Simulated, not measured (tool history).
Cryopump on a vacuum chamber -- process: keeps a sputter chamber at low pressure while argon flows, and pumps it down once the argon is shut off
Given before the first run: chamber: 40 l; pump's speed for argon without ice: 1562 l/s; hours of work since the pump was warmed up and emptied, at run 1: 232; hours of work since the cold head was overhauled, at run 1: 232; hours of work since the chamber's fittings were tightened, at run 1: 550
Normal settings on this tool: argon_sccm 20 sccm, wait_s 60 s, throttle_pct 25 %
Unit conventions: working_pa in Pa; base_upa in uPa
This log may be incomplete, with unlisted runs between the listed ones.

| run | day | argon_sccm | wait_s | throttle_pct | hours of work since the pump was warmed up and emptied | hours of work since the cold head was overhauled | hours of work since the chamber's fittings were tightened | working_pa | base_upa |
|---|---|---|---|---|---|---|---|---|---|
| 1 | 0 | 20 | 60 | 25 | 232 | 232 | 550 | 0.089 | 1.74 |
| 2 | 0.396 | 20 | 60 | 25 | 240 | 240 | 557 | 0.0881 | 1.73 |
| 3 | 1.362 | 20 | 277 | 25 | 258 | 258 | 575 | 0.0882 | 0.75 |
| 4 | 1.946 | 20 | 277 | 25 | 269 | 269 | 586 | 0.0885 | 0.8 |
| 5 | 2.883 | 20 | 60 | 25 | 287 | 287 | 604 | 0.0882 | 1.72 |
| 6 | 3.692 | 20 | 60 | 25 | 302 | 302 | 619 | 0.0892 | 1.76 |
| 7 | 4.083 | 20 | 60 | 25 | 309 | 309 | 627 | 0.0883 | 1.75 |
| 8 | 4.842 | 20 | 60 | 25 | 324 | 324 | 641 | 0.0895 | 1.82 |
| 9 | 5.446 | 20 | 60 | 16 | 335 | 335 | 653 | 0.1371 | 1.78 |
| 10 | 5.962 | 20 | 60 | 16 | 345 | 345 | 662 | 0.1374 | 1.82 |
| 11 | 6.662 | 17 | 48 | 25 | 358 | 358 | 676 | 0.076 | 2.08 |
| 12 | 7.208 | 20 | 56 | 16 | 368 | 368 | 686 | 0.1392 | 1.89 |
| 13 | 7.958 | 12 | 56 | 22 | 383 | 383 | 700 | 0.0607 | 1.98 |
| 14 | 8.742 | 31 | 102 | 59 | 397 | 397 | 715 | 0.062 | 1.3 |
| 15 | 9.671 | 31 | 102 | 59 | 415 | 415 | 733 | 0.0617 | 1.36 |
| 16 | 10.129 | 16 | 103 | 24 | 424 | 424 | 741 | 0.0744 | 1.3 |
| 17 | 10.729 | 21 | 60 | 41 | 435 | 435 | 753 | 0.0595 | 1.86 |
| 18 | 11.342 | 21 | 60 | 41 | 447 | 447 | 764 | 0.0598 | 1.86 |
| 19 | 11.979 | 13 | 60 | 22 | 459 | 459 | 776 | 0.0671 | 1.9 |
| 20 | 12.425 | 13 | 60 | 22 | 467 | 467 | 785 | 0.0657 | 1.88 |

Difference, measured minus no-hidden-state, one row per run. Run-to-run variation is common to both terms; the gauge's own scatter need not be:
What the log doesn't record here: pump's speed, % of a pump's without ice; cold plate's temperature, K; leak into the chamber, uPa l/s; drift of the gauge itself on working_pa, %; drift of the gauge itself on base_upa, %.
| run | working_pa | base_upa |
|---|---|---|
| 1 | +0.0019 | +0.3 |
| 2 | +0.0019 | +0.3 |
| 3 | +0.002 | +0.3 |
| 4 | +0.0022 | +0.32 |
| 5 | +0.0022 | +0.32 |
| 6 | +0.0025 | +0.33 |
| 7 | +0.0024 | +0.34 |
| 8 | +0.0026 | +0.36 |
| 9 | +0.0027 | +0.36 |
| 10 | +0.0027 | +0.36 |
| 11 | +0.0025 | +0.37 |
| 12 | +0.003 | +0.39 |
| 13 | +0.0019 | +0.41 |
| 14 | +0.0051 | +0.4 |
| 15 | +0.0053 | +0.42 |
| 16 | +0.0028 | +0.43 |
| 17 | +0.0038 | +0.43 |
| 18 | +0.0038 | +0.44 |
| 19 | +0.0024 | +0.45 |
| 20 | +0.0025 | +0.46 |
